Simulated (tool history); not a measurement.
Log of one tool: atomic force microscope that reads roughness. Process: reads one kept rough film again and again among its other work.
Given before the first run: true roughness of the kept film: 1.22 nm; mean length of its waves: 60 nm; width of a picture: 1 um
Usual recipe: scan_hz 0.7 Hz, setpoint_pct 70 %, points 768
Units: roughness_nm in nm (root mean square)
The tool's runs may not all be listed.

{"run": 1, "day": 0.0, "scan_hz": 0.7, "setpoint_pct": 70, "points": 768, "roughness_nm": 1.155}
{"run": 2, "day": 0.708, "scan_hz": 0.7, "setpoint_pct": 70, "points": 768, "roughness_nm": 1.135}
{"run": 3, "day": 1.458, "scan_hz": 0.7, "setpoint_pct": 70, "points": 768, "roughness_nm": 1.133}
{"run": 4, "day": 2.212, "scan_hz": 0.7, "setpoint_pct": 70, "points": 768, "roughness_nm": 1.133}
{"run": 5, "day": 2.529, "scan_hz": 0.7, "setpoint_pct": 70, "points": 768, "roughness_nm": 1.131}
{"run": 6, "day": 2.958, "scan_hz": 0.7, "setpoint_pct": 70, "points": 798, "roughness_nm": 1.131}
{"run": 7, "day": 3.567, "scan_hz": 0.7, "setpoint_pct": 70, "points": 798, "roughness_nm": 1.127}
{"run": 8, "day": 4.133, "scan_hz": 2.655, "setpoint_pct": 66, "points": 769, "roughness_nm": 1.038}
{"run": 9, "day": 4.729, "scan_hz": 2.655, "setpoint_pct": 66, "points": 769, "roughness_nm": 1.05}
{"run": 10, "day": 5.108, "scan_hz": 2.853, "setpoint_pct": 66, "points": 769, "roughness_nm": 1.023}
{"run": 11, "day": 5.458, "scan_hz": 2.853, "setpoint_pct": 66, "points": 525, "roughness_nm": 1.024}
{"run": 12, "day": 6.062, "scan_hz": 3.529, "setpoint_pct": 73, "points": 262, "roughness_nm": 0.915}
{"run": 13, "day": 6.846, "scan_hz": 0.7, "setpoint_pct": 67, "points": 466, "roughness_nm": 1.109}

4 options for the next run, each taken on its own from the tool as it stands now. Forecast them:
{"run": "A", "day": 7.179, "scan_hz": 0.665, "setpoint_pct": 75, "points": 524, "roughness_nm": "?"}
{"run": "B", "day": 7.179, "scan_hz": 2.281, "setpoint_pct": 87, "points": 768, "roughness_nm": "?"}
{"run": "C", "day": 7.179, "scan_hz": 2.89, "setpoint_pct": 78, "points": 768, "roughness_nm": "?"}
{"run": "D", "day": 7.179, "scan_hz": 1.768, "setpoint_pct": 80, "points": 466, "roughness_nm": "?"}

run=A roughness_nm=1.089
run=B roughness_nm=0.858
run=C roughness_nm=0.905
run=D roughness_nm=0.965
Stripped of hidden state, with their random variation kept, the same runs would have yielded:
run=A roughness_nm=1.136
run=B roughness_nm=0.895
run=C roughness_nm=0.944
run=D roughness_nm=1.006
